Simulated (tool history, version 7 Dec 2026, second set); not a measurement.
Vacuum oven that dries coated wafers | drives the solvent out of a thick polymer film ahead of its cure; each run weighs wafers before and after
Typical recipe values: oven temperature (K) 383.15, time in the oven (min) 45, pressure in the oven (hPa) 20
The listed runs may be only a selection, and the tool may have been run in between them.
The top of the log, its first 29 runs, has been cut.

Run 30, day 22.283: usual settings but pressure in the oven (hPa) 42.6. Result: solvent left in the film (%) 4.02.
Run 31, day 23.25: usual settings but oven temperature (K) 375.15, time in the oven (min) 73. Result: solvent left in the film (%) 2.65.
Run 32, day 24.004: usual settings but oven temperature (K) 378.15, time in the oven (min) 71. Result: solvent left in the film (%) 2.29.
Run 33, day 24.988: usual settings but oven temperature (K) 378.15, time in the oven (min) 25, pressure in the oven (hPa) 45.6. Result: solvent left in the film (%) 6.64.
Run 34, day 25.612: usual settings but oven temperature (K) 397.15, time in the oven (min) 23, pressure in the oven (hPa) 19.7. Result: solvent left in the film (%) 2.31.
Run 35, day 26.425: usual settings but oven temperature (K) 397.15, time in the oven (min) 23, pressure in the oven (hPa) 19.7. Result: solvent left in the film (%) 2.31.
Run 36, day 27.375: usual settings but time in the oven (min) 26, pressure in the oven (hPa) 70.3. Result: solvent left in the film (%) 6.92.
Run 37, day 27.996: usual settings but time in the oven (min) 26, pressure in the oven (hPa) 70.3. Result: solvent left in the film (%) 6.91.
Run 38, day 28.475: usual settings but oven temperature (K) 395.15, time in the oven (min) 77, pressure in the oven (hPa) 18.3. Result: solvent left in the film (%) 0.99.
Run 39, day 29.442: usual settings but oven temperature (K) 391.15, time in the oven (min) 47, pressure in the oven (hPa) 13.5. Result: solvent left in the film (%) 1.22.
Run 40, day 30.138: usual settings but oven temperature (K) 397.15, time in the oven (min) 47, pressure in the oven (hPa) 13.5. Result: solvent left in the film (%) 0.87.
Run 41, day 30.658: usual settings but pressure in the oven (hPa) 16.8. Result: solvent left in the film (%) 2.25.
Run 42, day 31.246: usual settings but oven temperature (K) 377.15. Result: solvent left in the film (%) 3.35.
Run 43, day 32.167: usual settings but oven temperature (K) 397.15, time in the oven (min) 65, pressure in the oven (hPa) 70.1. Result: solvent left in the film (%) 3.3.
Run 44, day 32.829: usual settings but time in the oven (min) 74, pressure in the oven (hPa) 24.8. Result: solvent left in the film (%) 2.11.
Run 45, day 33.45: usual settings but time in the oven (min) 24, pressure in the oven (hPa) 54.2. Result: solvent left in the film (%) 6.18.
Run 46, day 34.171: usual settings but time in the oven (min) 24, pressure in the oven (hPa) 54.2. Result: solvent left in the film (%) 6.17.
Run 47, day 34.896: usual settings but oven temperature (K) 398.15, time in the oven (min) 31, pressure in the oven (hPa) 56. Result: solvent left in the film (%) 3.06.
Run 48, day 35.442: usual settings but oven temperature (K) 379.15, time in the oven (min) 59, pressure in the oven (hPa) 16.1. Result: solvent left in the film (%) 2.17.

What if the next run were any one of these 3? Each begins from the tool's condition after run 48:
Run A, day 36.346: usual settings but oven temperature (K) 373.15, time in the oven (min) 52, pressure in the oven (hPa) 19.4. Result: solvent left in the film (%) ?.
Run B, day 36.346: usual settings but oven temperature (K) 391.15. Result: solvent left in the film (%) ?.
Run C, day 36.346: usual settings but oven temperature (K) 371.15, time in the oven (min) 55. Result: solvent left in the film (%) ?.

run  solvent left in the film (%)
  A                          3.58
  B                           1.6
  C                          3.83
Take away the tool's hidden state, keep each run's random variation, and the runs would have read:
run  solvent left in the film (%)
  A                          3.59
  B                          1.58
  C                          3.83
